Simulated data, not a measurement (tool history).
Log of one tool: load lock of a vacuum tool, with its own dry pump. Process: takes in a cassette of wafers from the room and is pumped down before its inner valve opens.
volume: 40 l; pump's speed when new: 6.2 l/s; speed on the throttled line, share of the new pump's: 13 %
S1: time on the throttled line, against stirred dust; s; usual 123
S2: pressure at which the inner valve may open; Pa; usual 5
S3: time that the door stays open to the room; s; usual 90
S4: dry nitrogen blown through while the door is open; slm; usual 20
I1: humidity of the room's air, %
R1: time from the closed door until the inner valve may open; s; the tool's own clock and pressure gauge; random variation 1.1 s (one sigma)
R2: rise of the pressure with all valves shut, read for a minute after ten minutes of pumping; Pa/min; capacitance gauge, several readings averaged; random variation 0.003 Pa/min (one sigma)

run 1 day=0 | S1=123 S2=5 S3=90 S4=20 | I1=43.6 | R1=189.2 R2=0.509
run 2 day=13.183 | S1=240 S2=5 S3=90 S4=20 | I1=42.3 | R1=287.6 R2=0.554
run 3 day=27.567 | S1=123 S2=5 S3=90 S4=20 | I1=44.7 | R1=190.2 R2=0.607
-- day=30.079 door's seal changed, seat wiped
run 4 day=38.696 | S1=123 S2=5 S3=90 S4=20 | I1=44 | R1=191.6 R2=0.06
run 5 day=50.688 | S1=123 S2=5 S3=90 S4=20 | I1=47.1 | R1=192.2 R2=0.069
run 6 day=56.617 | S1=123 S2=5 S3=90 S4=20 | I1=47.2 | R1=191 R2=0.078
-- day=66.512 dry pump taken out, an overhauled one fitted
run 7 day=66.512 | S1=123 S2=5 S3=90 S4=20 | I1=47 | R1=170.1 R2=0.094
run 8 day=78.125 | S1=123 S2=5 S3=90 S4=20 | I1=42.4 | R1=172 R2=0.097
run 9 day=89.533 | S1=196 S2=5 S3=90 S4=20 | I1=47.8 | R1=237.7 R2=0.123
run 10 day=99.375 | S1=123 S2=5 S3=90 S4=20 | I1=44.8 | R1=172.1 R2=0.139
run 11 day=107.038 | S1=123 S2=5 S3=90 S4=20 | I1=44.5 | R1=172.8 R2=0.148
run 12 day=121.354 | S1=123 S2=5 S3=90 S4=20 | I1=46.1 | R1=172.8 R2=0.176
run 13 day=127.596 | S1=123 S2=5 S3=90 S4=20 | I1=47.8 | R1=173.2 R2=0.184
run 14 day=140.933 | S1=123 S2=5 S3=90 S4=20 | I1=44.9 | R1=171 R2=0.208
run 15 day=151.912 | S1=123 S2=5 S3=90 S4=20 | I1=45.8 | R1=176.1 R2=0.237
run 16 day=160.879 | S1=123 S2=5 S3=90 S4=20 | I1=47 | R1=172.4 R2=0.265
run 17 day=174.775 | S1=123 S2=5 S3=90 S4=20 | I1=45.6 | R1=174.1 R2=0.307
run 18 day=182.638 | S1=103 S2=5 S3=90 S4=20 | I1=45.8 | R1=157 R2=0.322
run 19 day=191.258 | S1=147 S2=5 S3=90 S4=10 | I1=41.6 | R1=193.7 R2=0.356
run 20 day=204.942 | S1=147 S2=9 S3=90 S4=6 | I1=45.2 | R1=190 R2=0.421
run 21 day=215.6 | S1=226 S2=5 S3=179 S4=20 | I1=46.5 | R1=266.5 R2=0.453
run 22 day=224.104 | S1=217 S2=7 S3=49 S4=39 | I1=45.4 | R1=255.7 R2=0.427
run 23 day=230.542 | S1=64 S2=7 S3=49 S4=39 | I1=43.1 | R1=121.1 R2=0.445
run 24 day=236.704 | S1=123 S2=5 S3=90 S4=20 | I1=43.3 | R1=175.2 R2=0.495
run 25 day=243.8 | S1=74 S2=5 S3=77 S4=20 | I1=48.7 | R1=132.1 R2=0.519
run 26 day=257.179 | S1=74 S2=5 S3=77 S4=20 | I1=45.8 | R1=134.5 R2=0.564
-- day=263.133 door's seal changed, seat wiped
run 27 day=268.421 | S1=74 S2=5 S3=77 S4=20 | I1=47.7 | R1=134.9 R2=0.051
run 28 day=277.596 | S1=74 S2=5 S3=93 S4=20 | I1=45.8 | R1=134.3 R2=0.059
run 29 day=287.421 | S1=158 S2=5 S3=93 S4=20 | I1=42.6 | R1=207.3 R2=0.067
run 30 day=300.458 | S1=77 S2=5 S3=93 S4=8 | I1=43.5 | R1=137.8 R2=0.104
run 31 day=307.133 | S1=123 S2=5 S3=90 S4=20 | I1=43.3 | R1=179.2 R2=0.091
run 32 day=319.821 | S1=123 S2=5 S3=90 S4=20 | I1=43.7 | R1=177.4 R2=0.109
run 33 day=328.212 | S1=123 S2=4 S3=90 S4=5 | I1=47 | R1=179.7 R2=0.157
run 34 day=336.704 | S1=123 S2=5 S3=90 S4=11 | I1=42.5 | R1=178.9 R2=0.15

Forecast each of these 4 alternatives for the next run:
run A day=345.042 | S1=95 S2=5 S3=95 S4=11 | I1=46.3 | R1=? R2=?
run B day=345.042 | S1=123 S2=5 S3=90 S4=8 | I1=48 | R1=? R2=?
run C day=345.042 | S1=90 S2=5 S3=40 S4=20 | I1=45.7 | R1=? R2=?
run D day=345.042 | S1=123 S2=7 S3=90 S4=20 | I1=43.2 | R1=? R2=?

run=A R1=152.8 R2=0.174
run=B R1=177.8 R2=0.18
run=C R1=149.6 R2=0.134
run=D R1=175.4 R2=0.151
Without the tool's hidden state the same runs would have given:
run=A R1=146.1 R2=0.066
run=B R1=171.6 R2=0.072
run=C R1=142.9 R2=0.028
run=D R1=169.5 R2=0.044
